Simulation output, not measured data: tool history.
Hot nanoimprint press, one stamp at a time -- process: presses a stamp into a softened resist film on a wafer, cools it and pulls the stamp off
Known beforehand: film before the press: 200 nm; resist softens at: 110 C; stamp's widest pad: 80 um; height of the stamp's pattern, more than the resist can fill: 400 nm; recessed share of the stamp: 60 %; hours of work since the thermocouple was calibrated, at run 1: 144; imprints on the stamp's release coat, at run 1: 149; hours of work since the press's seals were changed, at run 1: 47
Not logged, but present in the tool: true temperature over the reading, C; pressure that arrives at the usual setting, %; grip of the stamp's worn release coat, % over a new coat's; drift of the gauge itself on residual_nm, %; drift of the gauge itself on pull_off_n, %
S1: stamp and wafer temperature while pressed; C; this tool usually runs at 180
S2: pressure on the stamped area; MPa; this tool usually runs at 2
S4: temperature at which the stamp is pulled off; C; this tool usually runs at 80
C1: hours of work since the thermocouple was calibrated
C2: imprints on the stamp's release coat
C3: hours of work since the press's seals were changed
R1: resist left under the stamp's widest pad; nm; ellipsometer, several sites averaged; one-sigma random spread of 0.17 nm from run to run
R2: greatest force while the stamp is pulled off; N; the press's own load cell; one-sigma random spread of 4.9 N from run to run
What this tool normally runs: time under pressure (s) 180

run 1 hour=0 | S1=180 S2=2 time_under_pressure_(s)=180 S4=80 | C1=144 C2=149 C3=47 | R1=80.2 R2=237
run 2 hour=13.7 | S1=180 S2=2 time_under_pressure_(s)=180 S4=80 | C1=149 C2=178 C3=52 | R1=79.8 R2=243
run 3 hour=31.1 | S1=180 S2=2 time_under_pressure_(s)=180 S4=80 | C1=156 C2=216 C3=59 | R1=80.1 R2=240
run 4 hour=40.6 | S1=180 S2=2 time_under_pressure_(s)=180 S4=78 | C1=160 C2=236 C3=63 | R1=80.3 R2=250
run 5 hour=48.9 | S1=180 S2=2.1 time_under_pressure_(s)=180 S4=80 | C1=164 C2=254 C3=67 | R1=77.9 R2=248
run 6 hour=58.8 | S1=180 S2=2.1 time_under_pressure_(s)=180 S4=80 | C1=168 C2=275 C3=71 | R1=77.9 R2=239
run 7 hour=71.1 | S1=180 S2=2.1 time_under_pressure_(s)=180 S4=80 | C1=173 C2=302 C3=76 | R1=77.7 R2=245
run 8 hour=81.1 | S1=180 S2=2 time_under_pressure_(s)=180 S4=80 | C1=177 C2=323 C3=80 | R1=80.4 R2=237
run 9 hour=95.8 | S1=180 S2=2 time_under_pressure_(s)=180 S4=80 | C1=183 C2=355 C3=85 | R1=80.3 R2=242
run 10 hour=104.5 | S1=180 S2=2 time_under_pressure_(s)=139 S4=80 | C1=186 C2=374 C3=89 | R1=87.3 R2=240
run 11 hour=119.2 | S1=180 S2=2 time_under_pressure_(s)=139 S4=80 | C1=192 C2=405 C3=95 | R1=87 R2=241
run 12 hour=136 | S1=180 S2=2 time_under_pressure_(s)=182 S4=80 | C1=199 C2=442 C3=102 | R1=80.1 R2=230
run 13 hour=148.3 | S1=180 S2=2 time_under_pressure_(s)=182 S4=80 | C1=204 C2=468 C3=107 | R1=79.6 R2=241
run 14 hour=156.2 | S1=180 S2=2 time_under_pressure_(s)=182 S4=80 | C1=207 C2=485 C3=110 | R1=79.8 R2=231
run 15 hour=168.4 | S1=180 S2=2 time_under_pressure_(s)=180 S4=66 | C1=212 C2=511 C3=115 | R1=79.9 R2=325
run 16 hour=180.9 | S1=180 S2=2 time_under_pressure_(s)=180 S4=87 | C1=217 C2=538 C3=120 | R1=79.7 R2=192
run 17 hour=195.4 | S1=184 S2=1.68 time_under_pressure_(s)=220 S4=84 | C1=223 C2=569 C3=126 | R1=70.7 R2=218

Run 18 has not been measured yet. What should we expect?
run 18 hour=210 | S1=184 S2=1.68 time_under_pressure_(s)=220 S4=84 | C1=229 C2=601 C3=131 | R1=? R2=?

Run 18 measured R1 70.5 nm, R2 216 N.
The same run, on a tool lacking any hidden state, would have yielded R1 70.5 nm, R2 216 N.
